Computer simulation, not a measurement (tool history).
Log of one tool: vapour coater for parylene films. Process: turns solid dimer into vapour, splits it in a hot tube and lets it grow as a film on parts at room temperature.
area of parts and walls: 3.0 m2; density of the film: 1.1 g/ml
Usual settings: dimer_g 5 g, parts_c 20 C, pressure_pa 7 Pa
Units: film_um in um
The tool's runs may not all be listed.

run	hour	dimer_g	parts_c	pressure_pa	film_um
1	0	5	20	7	0.725
2	9.6	5	20	7	0.72
3	17.9	5	20	7	0.714
4	33.7	5	20	7	0.713
5	45.4	5	20	7	0.706
6	53.5	5	20	7	0.705
7	61.1	5	20	7	0.692
8	71.7	5	20	7	0.695
9	86.9	5	15	7	0.781
# hour 95.4: trap's valve overhauled
10	105.6	5	15	7	0.865
11	121.7	5	15	10.76	0.78
12	137.9	6	20	7	0.918
13	144.5	5	20	7	0.768
14	158.7	5	20	7	0.753
15	172.1	5	20	7	0.746
16	180.7	6	20	7	0.896
17	190.3	5	20	10.28	0.683
18	205.8	5	20	10.28	0.676
19	217.9	5	20	10.28	0.677
20	225	7	17	6.21	1.126
21	231.7	7	17	6.21	1.13
22	239.4	8	26	4.49	1.139
23	255.2	8	22	4.49	1.223
24	270.9	3	16	9.85	0.43
25	278.3	5	13	7	0.833
# hour 280.8: table's thermometer calibrated
26	293.1	5	13	7	0.833
27	307.4	5	19	10.98	0.66
28	317.1	3	21	9.89	0.382
# hour 319.5: table's thermometer calibrated, once more
29	333.8	3	21	9.89	0.383
30	341.4	5	20	9.11	0.658
31	357	7	16	2.62	1.301
# hour 374: trap's valve overhauled
32	375.3	7	16	2.62	1.482
33	391.4	7	16	2.62	1.489
34	401.9	5	26	7.13	0.677
35	416	5	18	3.08	0.967
36	426.1	4	12	6.37	0.743

Some steps in film_um between neighbouring runs. How much of each would the tool show without its hidden state too (settings, what came in, random variation), and how much is left for the hidden state, with any gauge scatter that isn't in both results?
The hidden state here: vapour lost through the trap's worn valve, %; true temperature of the parts over the reading, C; drift of the gauge itself on film_um, %.
Run 9 -> 10: trap's valve overhauled. film_um +0.084 um: hidden state +0.095, all else -0.011.
Run 23 -> 24: dimer_g 8 -> 3, parts_c 22 -> 16, pressure_pa 4.49 -> 9.85. film_um -0.793 um: hidden state +0.058, all else -0.851.
Run 30 -> 31: dimer_g 5 -> 7, parts_c 20 -> 16, pressure_pa 9.11 -> 2.62. film_um +0.643 um: hidden state -0.097, all else +0.74.
Run 31 -> 32: trap's valve overhauled. film_um +0.181 um: hidden state +0.18, all else +0.001.
Run 33 -> 34: dimer_g 7 -> 5, parts_c 16 -> 26, pressure_pa 2.62 -> 7.13. film_um -0.812 um: hidden state +0.005, all else -0.817.
